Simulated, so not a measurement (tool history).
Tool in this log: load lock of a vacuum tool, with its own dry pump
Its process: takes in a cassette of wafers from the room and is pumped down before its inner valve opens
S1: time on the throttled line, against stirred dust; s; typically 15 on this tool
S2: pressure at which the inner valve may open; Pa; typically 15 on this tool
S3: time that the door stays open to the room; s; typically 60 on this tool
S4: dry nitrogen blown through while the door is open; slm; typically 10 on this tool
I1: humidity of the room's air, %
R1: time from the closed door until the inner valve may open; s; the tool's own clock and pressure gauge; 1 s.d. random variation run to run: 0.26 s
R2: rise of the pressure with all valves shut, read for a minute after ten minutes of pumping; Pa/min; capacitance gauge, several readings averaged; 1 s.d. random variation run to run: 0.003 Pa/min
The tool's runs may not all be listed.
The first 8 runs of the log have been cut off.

run	hour	S1	S2	S3	S4	I1	R1	R2
9	1664.8	15	15	25	10	48.2	34.4	0.224
10	1884.5	15	15	25	10	44.6	34.7	0.229
11	2133.4	15	15	25	10	43.7	34.7	0.233
12	2326.2	15	15	25	10	40.9	35.1	0.241
13	2490.1	15	15	25	10	41.6	34.4	0.247
14	2747	14	15	60	10	45.5	34.3	0.274
15	2910	14	15	60	10	47.1	34.1	0.285
16	3044.8	15	15	60	10	43.9	34.7	0.29
17	3244.8	15	15	60	10	44.2	34.4	0.288
18	3376.8	15	15	60	10	45.4	35.3	0.306
19	3653	15	15	60	10	46.5	35.1	0.313
20	3849.4	28	12	53	18	47.9	45.6	0.308
21	3968.9	11	16	162	4	42.9	32.1	0.384
22	4215.6	11	16	162	4	42.8	32.3	0.398
23	4410.2	11	16	162	4	43.7	32.1	0.392
24	4597.4	11	16	162	4	44.2	32.1	0.407
25	4835.3	15	15	40	36	43.6	35	0.339

Forecast run 26:
26	5014.7	29	20	161	10	44.9	?	?

{"run 26": {"R1": 44.4, "R2": 0.407}}
Minus the tool's unlogged condition, the same run would have read R1 43.3 s, R2 0.076 Pa/min.
